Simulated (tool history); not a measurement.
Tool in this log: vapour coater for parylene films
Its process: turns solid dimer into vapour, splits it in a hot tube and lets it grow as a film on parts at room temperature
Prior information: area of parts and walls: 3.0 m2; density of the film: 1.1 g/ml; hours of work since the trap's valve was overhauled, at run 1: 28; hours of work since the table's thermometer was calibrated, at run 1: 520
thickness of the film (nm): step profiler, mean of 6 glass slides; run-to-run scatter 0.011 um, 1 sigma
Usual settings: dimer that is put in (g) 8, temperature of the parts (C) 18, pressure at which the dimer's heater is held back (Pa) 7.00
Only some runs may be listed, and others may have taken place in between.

run	hour	dimer that is put in (g)	temperature of the parts (C)	pressure at which the dimer's heater is held back (Pa)	hours of work since the trap's valve was overhauled	hours of work since the table's thermometer was calibrated	thickness of the film (nm)
1	0.0	8	18	7.00	28	520	1350
2	15.7	3	18	7.00	38	530	510
3	31.9	4	18	7.00	48	540	690
4	42.8	4	18	7.00	55	547	670
5	57.1	8	18	7.00	65	557	1320
6	66.2	6	18	7.00	71	563	1010
7	87.3	8	18	7.00	84	576	1310
8	102.1	8	18	7.00	94	586	1320
9	114.0	8	18	7.00	102	594	1300
10	124.4	8	18	2.12	109	601	1430
11	134.8	5	22	8.06	115	607	740
12	147.9	5	22	8.06	124	616	760
13	162.1	3	22	2.02	133	625	510
14	173.7	7	12	4.95	141	633	1310
15	192.7	4	18	4.37	153	645	670
16	213.1	5	24	3.54	166	658	760
17	226.6	5	24	3.54	175	667	760
18	244.1	11	27	3.54	186	678	1530
19	259.3	3	14	6.96	196	688	500

Measured minus without-hidden-state, run by run (identical run-to-run variation in each term; gauge scatter may differ):
Unlogged tool condition in this case: vapour lost through the trap's worn valve, %; true temperature of the parts over the reading, C; drift of the gauge itself on film_um, %.
run	thickness of the film (nm)
1	-10
2	-10
3	-10
4	-10
5	-30
6	-30
7	-40
8	-50
9	-60
10	-70
11	-40
12	-40
13	-30
14	-90
15	-50
16	-60
17	-60
18	-140
19	-50
